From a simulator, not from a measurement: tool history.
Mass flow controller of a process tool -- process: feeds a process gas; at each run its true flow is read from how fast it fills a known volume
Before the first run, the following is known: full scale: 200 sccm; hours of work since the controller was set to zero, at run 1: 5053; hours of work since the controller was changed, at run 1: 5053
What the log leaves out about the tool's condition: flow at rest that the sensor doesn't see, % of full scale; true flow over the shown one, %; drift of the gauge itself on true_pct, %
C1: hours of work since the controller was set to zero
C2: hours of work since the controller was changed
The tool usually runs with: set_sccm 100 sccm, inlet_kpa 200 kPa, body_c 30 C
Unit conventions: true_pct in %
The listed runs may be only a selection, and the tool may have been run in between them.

run 1 hour=0.0 | set_sccm=100 inlet_kpa=200 body_c=30 | C1=5053 C2=5053 | true_pct=101.43
run 2 hour=216.5 | set_sccm=100 inlet_kpa=200 body_c=30 | C1=5185 C2=5185 | true_pct=101.41
run 3 hour=426.3 | set_sccm=100 inlet_kpa=200 body_c=30 | C1=5314 C2=5314 | true_pct=101.60
run 4 hour=644.4 | set_sccm=100 inlet_kpa=200 body_c=38 | C1=5448 C2=5448 | true_pct=100.92
run 5 hour=906.7 | set_sccm=100 inlet_kpa=150 body_c=30 | C1=5609 C2=5609 | true_pct=101.44
run 6 hour=1373.8 | set_sccm=100 inlet_kpa=200 body_c=30 | C1=5896 C2=5896 | true_pct=101.92
run 7 hour=1620.8 | set_sccm=100 inlet_kpa=200 body_c=32 | C1=6047 C2=6047 | true_pct=101.85
run 8 hour=1945.7 | set_sccm=23 inlet_kpa=200 body_c=30 | C1=6246 C2=6246 | true_pct=107.51
run 9 hour=2246.7 | set_sccm=23 inlet_kpa=200 body_c=38 | C1=6431 C2=6431 | true_pct=106.86
run 10 hour=2714.8 | set_sccm=23 inlet_kpa=200 body_c=38 | C1=6718 C2=6718 | true_pct=107.36
run 11 hour=2984.9 | set_sccm=23 inlet_kpa=200 body_c=38 | C1=6884 C2=6884 | true_pct=107.53
run 12 hour=3246.9 | set_sccm=100 inlet_kpa=149 body_c=30 | C1=7045 C2=7045 | true_pct=102.11
run 13 hour=3503.2 | set_sccm=100 inlet_kpa=149 body_c=30 | C1=7202 C2=7202 | true_pct=102.13
run 14 hour=3896.8 | set_sccm=100 inlet_kpa=149 body_c=30 | C1=7444 C2=7444 | true_pct=102.38
run 15 hour=4247.4 | set_sccm=100 inlet_kpa=149 body_c=30 | C1=7659 C2=7659 | true_pct=102.35
run 16 hour=4474.1 | set_sccm=100 inlet_kpa=149 body_c=30 | C1=7798 C2=7798 | true_pct=102.47
run 17 hour=4820.4 | set_sccm=100 inlet_kpa=149 body_c=30 | C1=8010 C2=8010 | true_pct=102.55
run 18 hour=5228.8 | set_sccm=100 inlet_kpa=149 body_c=30 | C1=8261 C2=8261 | true_pct=102.90
run 19 hour=5496.8 | set_sccm=100 inlet_kpa=149 body_c=30 | C1=8425 C2=8425 | true_pct=102.89
run 20 hour=5848.5 | set_sccm=100 inlet_kpa=149 body_c=30 | C1=8641 C2=8641 | true_pct=103.06
run 21 hour=6080.6 | set_sccm=100 inlet_kpa=149 body_c=30 | C1=8784 C2=8784 | true_pct=103.04
-- hour=6180.7 controller's zero set anew
run 22 hour=6500.5 | set_sccm=100 inlet_kpa=149 body_c=30 | C1=196 C2=9041 | true_pct=100.72
run 23 hour=6722.4 | set_sccm=100 inlet_kpa=149 body_c=30 | C1=332 C2=9177 | true_pct=100.64
run 24 hour=7128.3 | set_sccm=100 inlet_kpa=200 body_c=30 | C1=581 C2=9426 | true_pct=101.28
run 25 hour=7361.8 | set_sccm=53 inlet_kpa=200 body_c=30 | C1=725 C2=9569 | true_pct=101.31
run 26 hour=7667.1 | set_sccm=196 inlet_kpa=211 body_c=26 | C1=912 C2=9757 | true_pct=102.55
run 27 hour=8159.3 | set_sccm=20 inlet_kpa=211 body_c=31 | C1=1214 C2=10059 | true_pct=102.66
run 28 hour=8500.9 | set_sccm=195 inlet_kpa=200 body_c=36 | C1=1424 C2=10268 | true_pct=101.67
run 29 hour=8807.8 | set_sccm=37 inlet_kpa=154 body_c=20 | C1=1612 C2=10457 | true_pct=102.93
run 30 hour=9305.9 | set_sccm=30 inlet_kpa=217 body_c=32 | C1=1918 C2=10762 | true_pct=102.81
run 31 hour=9536.2 | set_sccm=30 inlet_kpa=249 body_c=37 | C1=2059 C2=10904 | true_pct=102.71
run 32 hour=10039.8 | set_sccm=30 inlet_kpa=249 body_c=37 | C1=2368 C2=11213 | true_pct=103.07
run 33 hour=10466.9 | set_sccm=30 inlet_kpa=249 body_c=37 | C1=2630 C2=11475 | true_pct=103.31
run 34 hour=10733.5 | set_sccm=30 inlet_kpa=249 body_c=37 | C1=2794 C2=11638 | true_pct=103.60
run 35 hour=11084.5 | set_sccm=44 inlet_kpa=158 body_c=30 | C1=3009 C2=11854 | true_pct=103.00
run 36 hour=11443.6 | set_sccm=52 inlet_kpa=220 body_c=27 | C1=3229 C2=12074 | true_pct=103.57
run 37 hour=11691.8 | set_sccm=123 inlet_kpa=148 body_c=27 | C1=3382 C2=12226 | true_pct=102.66
run 38 hour=12041.6 | set_sccm=91 inlet_kpa=268 body_c=39 | C1=3596 C2=12441 | true_pct=102.44
run 39 hour=12500.5 | set_sccm=91 inlet_kpa=170 body_c=28 | C1=3878 C2=12723 | true_pct=103.03
run 40 hour=12872.4 | set_sccm=91 inlet_kpa=170 body_c=28 | C1=4106 C2=12951 | true_pct=103.14
-- hour=12984.3 controller exchanged for a calibrated one
run 41 hour=13137.4 | set_sccm=91 inlet_kpa=170 body_c=28 | C1=94 C2=94 | true_pct=98.76
run 42 hour=13491.6 | set_sccm=91 inlet_kpa=170 body_c=28 | C1=311 C2=311 | true_pct=98.96
run 43 hour=13993.4 | set_sccm=134 inlet_kpa=200 body_c=30 | C1=619 C2=619 | true_pct=99.33
run 44 hour=14473.4 | set_sccm=134 inlet_kpa=207 body_c=30 | C1=914 C2=914 | true_pct=99.74
run 45 hour=14959.7 | set_sccm=91 inlet_kpa=200 body_c=27 | C1=1212 C2=1212 | true_pct=99.76
run 46 hour=15411.5 | set_sccm=103 inlet_kpa=164 body_c=26 | C1=1489 C2=1489 | true_pct=99.87
run 47 hour=15651.9 | set_sccm=103 inlet_kpa=164 body_c=26 | C1=1637 C2=1637 | true_pct=99.94
run 48 hour=16158.4 | set_sccm=103 inlet_kpa=164 body_c=26 | C1=1948 C2=1948 | true_pct=100.20
run 49 hour=16492.2 | set_sccm=57 inlet_kpa=207 body_c=26 | C1=2152 C2=2152 | true_pct=100.66

Entry by entry between the runs, the difference in hidden state between the last listed run before and the first listed run after:
Run 21 -> run 22: controller's zero set anew (hour 6180.7)
  flow at rest that the sensor doesn't see, % of full scale: 1.27 -> 0.059; true flow over the shown one, %: 2.17 -> 2.23
  measured value less the no-hidden-state value, true_pct: +4.71 -> +2.36 %
Run 40 -> run 41: controller exchanged for a calibrated one (hour 12984.3)
  flow at rest that the sensor doesn't see, % of full scale: 0.631 -> 0.017; true flow over the shown one, %: 3.15 -> 0.23
  measured value less the no-hidden-state value, true_pct: +4.54 -> +0.27 %

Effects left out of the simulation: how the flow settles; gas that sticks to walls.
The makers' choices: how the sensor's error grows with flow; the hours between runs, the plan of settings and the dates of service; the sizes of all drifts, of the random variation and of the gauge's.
